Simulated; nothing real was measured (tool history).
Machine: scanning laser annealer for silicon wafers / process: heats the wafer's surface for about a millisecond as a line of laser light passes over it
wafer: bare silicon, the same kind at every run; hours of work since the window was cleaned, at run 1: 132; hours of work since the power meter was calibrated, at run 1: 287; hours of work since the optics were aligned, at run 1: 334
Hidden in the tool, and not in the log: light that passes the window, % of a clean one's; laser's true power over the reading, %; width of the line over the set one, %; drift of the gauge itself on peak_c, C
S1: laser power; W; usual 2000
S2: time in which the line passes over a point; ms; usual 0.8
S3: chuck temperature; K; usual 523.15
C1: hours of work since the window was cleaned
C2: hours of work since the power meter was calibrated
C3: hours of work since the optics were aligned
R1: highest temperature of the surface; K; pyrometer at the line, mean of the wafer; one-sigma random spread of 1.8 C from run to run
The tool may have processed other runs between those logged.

Run 1, hour 0: usual settings; C1 132; C2 287; C3 334. Result: R1 1278.15 K.
Run 2, hour 9.9: usual settings but S3 554.15 K; C1 140; C2 294; C3 341. Result: R1 1305.15 K.
Run 3, hour 18.8: usual settings but S2 0.736 ms; C1 146; C2 301; C3 348. Result: R1 1242.15 K.
Run 4, hour 29.5: usual settings but S3 533.15 K; C1 154; C2 309; C3 356. Result: R1 1285.15 K.
Run 5, hour 36.5: usual settings but S3 533.15 K; C1 159; C2 314; C3 361. Result: R1 1285.15 K.
Run 6, hour 42.5: usual settings but S3 533.15 K; C1 164; C2 319; C3 365. Result: R1 1282.15 K.
Run 7, hour 53.5: usual settings but S3 533.15 K; C1 172; C2 327; C3 374. Result: R1 1283.15 K.
Run 8, hour 61.1: usual settings but S3 533.15 K; C1 178; C2 332; C3 379. Result: R1 1281.15 K.
Run 9, hour 68.8: usual settings but S1 2170 W, S2 0.981 ms, S3 484.15 K; C1 183; C2 338; C3 385. Result: R1 1390.15 K.
Run 10, hour 80.6: usual settings but S1 2170 W, S2 0.981 ms, S3 484.15 K; C1 192; C2 347; C3 394. Result: R1 1389.15 K.
Run 11, hour 93.6: usual settings but S1 2170 W, S2 0.981 ms, S3 484.15 K; C1 202; C2 356; C3 403. Result: R1 1390.15 K.
Run 12, hour 106.3: usual settings but S1 1960 W, S2 0.807 ms, S3 530.15 K; C1 211; C2 366; C3 413. Result: R1 1267.15 K.
Run 13, hour 114.8: usual settings but S1 2006 W, S2 0.663 ms, S3 551.15 K; C1 217; C2 372; C3 419. Result: R1 1230.15 K.
Run 14, hour 123.9: usual settings but S1 1930 W, S2 0.605 ms, S3 538.15 K; C1 224; C2 379; C3 426. Result: R1 1162.15 K.

The logged runs with the hidden state left out (each run's random variation unchanged):
run       R1
  1  1287.15
  2  1314.15
  3  1251.15
  4  1294.15
  5  1295.15
  6  1293.15
  7  1293.15
  8  1292.15
  9  1404.15
 10  1402.15
 11  1404.15
 12  1279.15
 13  1241.15
 14  1172.15
